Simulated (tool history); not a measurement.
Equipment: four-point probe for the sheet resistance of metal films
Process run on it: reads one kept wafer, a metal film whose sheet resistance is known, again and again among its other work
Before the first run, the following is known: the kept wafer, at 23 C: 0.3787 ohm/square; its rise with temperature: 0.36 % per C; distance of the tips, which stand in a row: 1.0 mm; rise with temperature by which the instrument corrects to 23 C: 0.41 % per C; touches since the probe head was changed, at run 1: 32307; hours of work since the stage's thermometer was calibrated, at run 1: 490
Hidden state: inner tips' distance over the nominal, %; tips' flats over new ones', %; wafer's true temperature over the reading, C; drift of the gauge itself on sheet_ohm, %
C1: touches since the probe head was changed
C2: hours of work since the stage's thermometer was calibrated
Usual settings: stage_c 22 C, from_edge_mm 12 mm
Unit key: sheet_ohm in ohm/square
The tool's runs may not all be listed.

{"run": 1, "hour": 0.0, "stage_c": 22, "from_edge_mm": 12, "C1": 32307, "C2": 490, "sheet_ohm": 0.379226}
{"run": 2, "hour": 14.4, "stage_c": 22, "from_edge_mm": 12, "C1": 33146, "C2": 501, "sheet_ohm": 0.379289}
{"run": 3, "hour": 24.5, "stage_c": 18, "from_edge_mm": 12, "C1": 33731, "C2": 509, "sheet_ohm": 0.380026}
{"run": 4, "hour": 36.5, "stage_c": 18, "from_edge_mm": 12, "C1": 34435, "C2": 518, "sheet_ohm": 0.379995}
{"run": 5, "hour": 46.2, "stage_c": 18, "from_edge_mm": 12, "C1": 35000, "C2": 525, "sheet_ohm": 0.379991}
{"run": 6, "hour": 62.4, "stage_c": 18, "from_edge_mm": 12, "C1": 35940, "C2": 538, "sheet_ohm": 0.379985}
{"run": 7, "hour": 77.9, "stage_c": 18, "from_edge_mm": 12, "C1": 36840, "C2": 550, "sheet_ohm": 0.379933}
{"run": 8, "hour": 93.1, "stage_c": 22, "from_edge_mm": 5, "C1": 37725, "C2": 562, "sheet_ohm": 0.385432}
{"run": 9, "hour": 101.3, "stage_c": 22, "from_edge_mm": 5, "C1": 38203, "C2": 568, "sheet_ohm": 0.38565}
{"run": 10, "hour": 118.3, "stage_c": 19, "from_edge_mm": 56, "C1": 39196, "C2": 581, "sheet_ohm": 0.378299}
{"run": 11, "hour": 129.3, "stage_c": 19, "from_edge_mm": 56, "C1": 39836, "C2": 590, "sheet_ohm": 0.37817}
{"run": 12, "hour": 146.0, "stage_c": 25, "from_edge_mm": 57, "C1": 40806, "C2": 603, "sheet_ohm": 0.377092}
{"run": 13, "hour": 161.2, "stage_c": 29, "from_edge_mm": 6, "C1": 41690, "C2": 614, "sheet_ohm": 0.38173}
{"hour": 163.0, "done": "stage's thermometer calibrated"}
{"run": 14, "hour": 175.4, "stage_c": 29, "from_edge_mm": 6, "C1": 42491, "C2": 10, "sheet_ohm": 0.381751}
{"run": 15, "hour": 189.3, "stage_c": 22, "from_edge_mm": 29, "C1": 43303, "C2": 20, "sheet_ohm": 0.37777}
{"run": 16, "hour": 208.4, "stage_c": 22, "from_edge_mm": 29, "C1": 44415, "C2": 35, "sheet_ohm": 0.377732}
{"run": 17, "hour": 226.2, "stage_c": 22, "from_edge_mm": 29, "C1": 45448, "C2": 49, "sheet_ohm": 0.37796}
{"run": 18, "hour": 234.3, "stage_c": 25, "from_edge_mm": 32, "C1": 45920, "C2": 55, "sheet_ohm": 0.377202}

Measured minus without-hidden-state, run by run (identical run-to-run variation in each term; gauge scatter may differ):
run=1 sheet_ohm=-0.001107
run=2 sheet_ohm=-0.001127
run=3 sheet_ohm=-0.001141
run=4 sheet_ohm=-0.001161
run=5 sheet_ohm=-0.001176
run=6 sheet_ohm=-0.001198
run=7 sheet_ohm=-0.001219
run=8 sheet_ohm=-0.001259
run=9 sheet_ohm=-0.001270
run=10 sheet_ohm=-0.001272
run=11 sheet_ohm=-0.001288
run=12 sheet_ohm=-0.001311
run=13 sheet_ohm=-0.001348
run=14 sheet_ohm=-0.001322
run=15 sheet_ohm=-0.001327
run=16 sheet_ohm=-0.001353
run=17 sheet_ohm=-0.001380
run=18 sheet_ohm=-0.001392

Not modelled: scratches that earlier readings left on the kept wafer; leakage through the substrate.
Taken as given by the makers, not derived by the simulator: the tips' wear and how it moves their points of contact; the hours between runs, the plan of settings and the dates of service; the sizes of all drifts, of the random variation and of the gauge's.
